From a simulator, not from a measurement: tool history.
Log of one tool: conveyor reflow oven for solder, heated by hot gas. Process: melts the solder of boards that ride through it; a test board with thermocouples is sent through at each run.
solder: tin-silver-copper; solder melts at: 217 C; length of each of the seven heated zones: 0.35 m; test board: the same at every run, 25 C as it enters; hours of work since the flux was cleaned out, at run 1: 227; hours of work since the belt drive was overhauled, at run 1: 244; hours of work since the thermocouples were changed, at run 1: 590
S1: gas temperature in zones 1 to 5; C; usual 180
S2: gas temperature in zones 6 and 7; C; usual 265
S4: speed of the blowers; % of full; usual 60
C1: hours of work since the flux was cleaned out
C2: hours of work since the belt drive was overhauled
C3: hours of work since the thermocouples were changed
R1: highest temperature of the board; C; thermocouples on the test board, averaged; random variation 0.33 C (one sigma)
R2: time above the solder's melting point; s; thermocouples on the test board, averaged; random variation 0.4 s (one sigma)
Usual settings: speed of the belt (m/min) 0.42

Run 1, hour 0: usual settings; C1 227; C2 244; C3 590. Result: R1 248.2 C, R2 74.8 s.
Run 2, hour 7.3: usual settings; C1 230; C2 248; C3 594. Result: R1 248.6 C, R2 74.3 s.
Run 3, hour 17.1: usual settings; C1 235; C2 252; C3 599. Result: R1 248.4 C, R2 74.3 s.
Run 4, hour 30.6: usual settings; C1 242; C2 259; C3 605. Result: R1 248.4 C, R2 73.4 s.
Run 5, hour 42.1: usual settings; C1 248; C2 265; C3 611. Result: R1 248.2 C, R2 73.4 s.
Run 6, hour 48.6: usual settings; C1 251; C2 268; C3 614. Result: R1 248.2 C, R2 73.9 s.
Run 7, hour 57.4: usual settings; C1 255; C2 273; C3 619. Result: R1 248.6 C, R2 74.2 s.
Run 8, hour 71.8: usual settings but S1 178 C; C1 263; C2 280; C3 626. Result: R1 248.3 C, R2 73 s.
Run 9, hour 82.1: usual settings; C1 268; C2 285; C3 631. Result: R1 247.7 C, R2 73.8 s.
Run 10, hour 93.6: usual settings; C1 274; C2 291; C3 637. Result: R1 248.2 C, R2 73.9 s.
Run 11, hour 101.3: usual settings; C1 277; C2 295; C3 641. Result: R1 248.2 C, R2 74.3 s.
Run 12, hour 115.6: usual settings; C1 284; C2 302; C3 648. Result: R1 247.8 C, R2 74.1 s.
Run 13, hour 126.1: usual settings; C1 290; C2 307; C3 653. Result: R1 247.7 C, R2 74 s.
Run 14, hour 134.7: usual settings but S1 190 C; C1 294; C2 311; C3 658. Result: R1 250.2 C, R2 81.5 s.
At hour 140.4: flux residue cleaned out of gas plates and filters.
Run 15, hour 153.2: usual settings but S1 190 C; C1 6; C2 318; C3 664. Result: R1 250.5 C, R2 83 s.
Run 16, hour 163.9: usual settings but speed of the belt (m/min) 0.392; C1 12; C2 323; C3 670. Result: R1 251 C, R2 83.5 s.
Run 17, hour 174: usual settings but S2 273 C; C1 17; C2 329; C3 675. Result: R1 256.3 C, R2 82.4 s.
Run 18, hour 185.9: usual settings but S2 273 C; C1 23; C2 334; C3 681. Result: R1 255.8 C, R2 81.7 s.
Run 19, hour 197.4: usual settings but S2 258 C; C1 29; C2 340; C3 687. Result: R1 243 C, R2 68.8 s.
Run 20, hour 210.4: usual settings but S2 258 C; C1 35; C2 347; C3 693. Result: R1 243.7 C, R2 69 s.
Run 21, hour 216.5: usual settings but S1 170 C, S2 275 C, speed of the belt (m/min) 0.373; C1 38; C2 350; C3 696. Result: R1 259.6 C, R2 91.6 s.
Run 22, hour 227.9: usual settings but S1 170 C, S2 275 C, speed of the belt (m/min) 0.373; C1 44; C2 356; C3 702. Result: R1 259.9 C, R2 91.8 s.
Run 23, hour 236.4: usual settings but S1 170 C, S2 275 C, speed of the belt (m/min) 0.373; C1 48; C2 360; C3 706. Result: R1 259.9 C, R2 90.8 s.
Run 24, hour 249.8: usual settings but S1 175 C, speed of the belt (m/min) 0.495, S4 83 % of full; C1 55; C2 367; C3 713. Result: R1 247.4 C, R2 60.2 s.
Run 25, hour 259.5: usual settings but S1 178 C, S2 280 C, speed of the belt (m/min) 0.478, S4 62 % of full; C1 60; C2 371; C3 718. Result: R1 257.5 C, R2 70.4 s.
Run 26, hour 268.3: usual settings but S1 186 C, S2 259 C, speed of the belt (m/min) 0.436; C1 64; C2 376; C3 722. Result: R1 243.6 C, R2 70.5 s.
Run 27, hour 276.7: usual settings but S1 170 C, S2 264 C, S4 70 % of full; C1 68; C2 380; C3 726. Result: R1 248.4 C, R2 69.9 s.
Run 28, hour 283.2: usual settings but S1 170 C, S2 264 C, S4 70 % of full; C1 72; C2 383; C3 730. Result: R1 248 C, R2 70.5 s.
Run 29, hour 295.7: usual settings but S2 263 C, S4 70 % of full; C1 78; C2 390; C3 736. Result: R1 249 C, R2 75.7 s.
Run 30, hour 308.6: usual settings but S2 263 C, S4 70 % of full; C1 84; C2 396; C3 742. Result: R1 248.6 C, R2 75.9 s.

Forecast each of these 5 alternatives for the next run:
Run A, hour 319.1: usual settings; C1 90; C2 401; C3 747. Result: R1 ?, R2 ?.
Run B, hour 319.1: usual settings but S2 275 C; C1 90; C2 401; C3 747. Result: R1 ?, R2 ?.
Run C, hour 319.1: usual settings but S1 184 C, S2 263 C, S4 70 % of full; C1 90; C2 401; C3 747. Result: R1 ?, R2 ?.
Run D, hour 319.1: usual settings but speed of the belt (m/min) 0.369; C1 90; C2 401; C3 747. Result: R1 ?, R2 ?.
Run E, hour 319.1: usual settings but S1 176 C, speed of the belt (m/min) 0.484, S4 70 % of full; C1 90; C2 401; C3 747. Result: R1 ?, R2 ?.

run     R1    R2
  A  249.3    75
  B  257.8    83
  C  249.6  78.4
  D  252.5  90.3
  E  245.4  59.1
Without the tool's hidden state the same runs would have given:
run     R1    R2
  A  251.2  76.4
  B  259.7  83.9
  C  251.5  79.7
  D  254.3  91.5
  E  247.3  60.6

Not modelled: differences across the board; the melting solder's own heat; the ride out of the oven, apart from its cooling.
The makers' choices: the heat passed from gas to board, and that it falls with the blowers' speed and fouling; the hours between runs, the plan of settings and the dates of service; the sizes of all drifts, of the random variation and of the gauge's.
